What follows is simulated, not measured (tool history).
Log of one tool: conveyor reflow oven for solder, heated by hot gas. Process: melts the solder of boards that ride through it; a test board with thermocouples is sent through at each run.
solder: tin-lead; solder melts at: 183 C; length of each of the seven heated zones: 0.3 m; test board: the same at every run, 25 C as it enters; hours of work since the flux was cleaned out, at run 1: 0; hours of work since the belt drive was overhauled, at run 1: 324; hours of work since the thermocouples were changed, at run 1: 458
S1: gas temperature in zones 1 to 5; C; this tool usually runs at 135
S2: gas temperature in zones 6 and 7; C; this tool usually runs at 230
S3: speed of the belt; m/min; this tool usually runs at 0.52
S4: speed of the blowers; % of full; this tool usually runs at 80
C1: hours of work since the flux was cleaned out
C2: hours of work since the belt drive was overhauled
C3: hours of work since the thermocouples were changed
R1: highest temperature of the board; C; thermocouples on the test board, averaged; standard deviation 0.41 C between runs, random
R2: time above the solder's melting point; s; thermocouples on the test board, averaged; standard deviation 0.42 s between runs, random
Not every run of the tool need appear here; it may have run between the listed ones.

run,hour,S1,S2,S3,S4,C1,C2,C3,R1,R2
1,0,135,230,0.52,80,0,324,458,214.2,49.5
2,21.2,132,230,0.52,80,10,334,468,214.3,48.1
3,37.5,132,230,0.52,80,17,341,476,213.9,47.9
4,63.1,132,230,0.52,80,29,353,488,214.3,48.4
5,89.5,132,230,0.52,80,42,366,500,214,48.3
6,102,132,230,0.52,80,48,371,506,214.2,47.8
7,120.5,132,230,0.52,82,56,380,515,214.1,48
8,140.2,135,230,0.52,80,65,389,524,214.3,49
9,156,135,230,0.617,80,73,397,531,208.6,35.7
10,172.5,135,230,0.447,80,81,404,539,218.6,61.6
11,198.2,135,230,0.447,80,93,416,551,218,61.7
12,219,135,230,0.447,80,102,426,561,219.7,62.1
13,241.6,135,234,0.447,80,113,437,571,222,64.4
14,269,135,230,0.52,80,126,449,584,213.1,49.2
15,287.4,135,230,0.52,80,134,458,593,213.8,48.3
16,301.4,121,234,0.548,52,141,464,599,200.7,27.6
17,317.7,146,225,0.524,79,148,472,607,210.8,49.6
18,338.4,140,237,0.529,65,158,482,616,216.1,49.6
19,359.8,121,237,0.517,63,168,492,626,211,42.2
20,379.9,121,237,0.517,63,177,501,636,210.6,42.2
21,401.9,143,225,0.421,80,188,511,646,216.3,68.3
22,423.5,143,225,0.421,80,198,521,656,216,68.9
23,439.7,133,236,0.552,69,205,529,664,212.5,42.4
24,460.5,146,223,0.472,77,215,539,673,211.9,57.7
25,481.6,146,223,0.472,77,225,549,683,212.5,57.1
26,502.7,146,222,0.472,77,235,558,693,211,56.3
27,518.6,135,230,0.47,76,242,566,701,215.9,55.9
# hour 538.4: thermocouples of zones 6 and 7 changed
28,548,135,232,0.503,71,255,579,4,211.9,48.4
29,563.4,135,232,0.503,71,262,586,12,213.1,48.1
30,577.2,146,232,0.466,60,269,592,18,212.8,58.2

Pick out some run-to-run changes in R1. Of each, how much would a tool without hidden state show as well, from the settings, what came in and chance, and how much is left for the hidden state and any gauge scatter not in both results compared?
What the log doesn't record here: heat that the gas passes to the board, % of a clean oven's; belt's true speed, % of the reading; true gas temperature in zones 6 and 7 over the reading, C; drift of the gauge itself on peak_c, C; drift of the gauge itself on liquid_s, %.
Run 9 -> 10: S3 0.617 -> 0.447. R1 +10 C: hidden state +0.3, all else +9.7.
Run 15 -> 16: S1 135 -> 121, S2 230 -> 234, S3 0.52 -> 0.548, S4 80 -> 52. R1 -13.1 C: hidden state +0.1, all else -13.2.
Run 16 -> 17: S1 121 -> 146, S2 234 -> 225, S3 0.548 -> 0.524, S4 52 -> 79. R1 +10.1 C: hidden state +0, all else +10.1.
Run 22 -> 23: S1 143 -> 133, S2 225 -> 236, S3 0.421 -> 0.552, S4 80 -> 69. R1 -3.5 C: hidden state -0.8, all else -2.7.
Run 23 -> 24: S1 133 -> 146, S2 236 -> 223, S3 0.552 -> 0.472, S4 69 -> 77. R1 -0.6 C: hidden state +0.6, all else -1.2.
Run 27 -> 28: S2 230 -> 232, S3 0.47 -> 0.503, S4 76 -> 71, thermocouples of zones 6 and 7 changed. R1 -4 C: hidden state -1.8, all else -2.2.

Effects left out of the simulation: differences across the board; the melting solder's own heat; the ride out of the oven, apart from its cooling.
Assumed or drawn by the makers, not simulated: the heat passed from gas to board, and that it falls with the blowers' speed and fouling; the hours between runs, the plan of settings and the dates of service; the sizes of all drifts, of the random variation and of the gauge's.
